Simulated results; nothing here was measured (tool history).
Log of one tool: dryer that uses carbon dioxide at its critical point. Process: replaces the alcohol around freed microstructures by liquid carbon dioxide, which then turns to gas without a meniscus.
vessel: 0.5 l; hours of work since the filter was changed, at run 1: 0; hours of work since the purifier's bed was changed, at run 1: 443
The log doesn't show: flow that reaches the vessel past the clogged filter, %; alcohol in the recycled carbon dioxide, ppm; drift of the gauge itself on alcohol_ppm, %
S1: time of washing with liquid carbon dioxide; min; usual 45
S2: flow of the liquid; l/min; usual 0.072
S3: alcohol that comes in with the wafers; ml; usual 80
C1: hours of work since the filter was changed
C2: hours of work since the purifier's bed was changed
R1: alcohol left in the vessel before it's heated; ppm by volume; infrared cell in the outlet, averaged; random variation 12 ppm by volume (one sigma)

run     day  S1      S2  S3   C1   C2     R1
  1       0  45   0.072  80    0  443    983
  2   0.533  45   0.072  40   10  453    623
  3   1.129  45   0.072  80   22  464   1013
  4   2.125  45   0.072  80   41  483   1055
  5   2.904  45   0.072  80   55  498   1091
  6   3.417  45   0.072  80   65  508   1063
  7   4.283  45   0.072  80   82  525   1126
      4.862  -- purifier's bed changed
  8   5.096  47   0.072  80   95    4    693
  9   5.871  47   0.072  80  110   19    717
 10   6.854  47   0.072  80  128   38    753
 11   7.667  47   0.072  80  144   53    769
 12   8.125  45  0.0653  80  153   62   1518
 13   8.904  45  0.1203  80  168   77     72
 14  10.012  37   0.072  80  189   98   2474
 15  10.467  37   0.072  80  197  107   2481
 16  10.979  38  0.0819  80  207  117   1282
 17   12.05  30  0.0456  41  228  137  10025
     12.512  -- inlet filter changed
 18   13.05  59  0.1214  30   10  155     91
 19  13.642  68  0.0859  30   22  167    102
 20  14.596  28   0.072  30   40  185   2336
 21   15.05  45  0.0654  80   49  194   1405
 22  15.575  58   0.072  23   58  204    172
 23  16.475  38   0.072  54   76  221   1405
 24  17.554  38   0.072  28   96  241    828
 25  18.312  38   0.063  29  111  256   1439
 26  18.975  55   0.072  80  123  269    440
 27  19.779  55   0.072  80  139  284    464
 28  20.633  41   0.072  80  155  300   1677

Forecast each of these 5 alternatives for the next run:
  A  21.608  45  0.0556  38  174  319   ?
  B  21.608  37  0.0584  80  174  319   ?
  C  21.608  51  0.0494  46  174  319   ?
  D  21.608  65  0.1058  44  174  319   ?
  E  21.608  65  0.0718  78  174  319   ?

run    R1
  A  1652
  B  5613
  C  1949
  D   186
  E   291
Without the tool's hidden state the same runs would have given:
run    R1
  A  1183
  B  4493
  C  1422
  D     9
  E    73
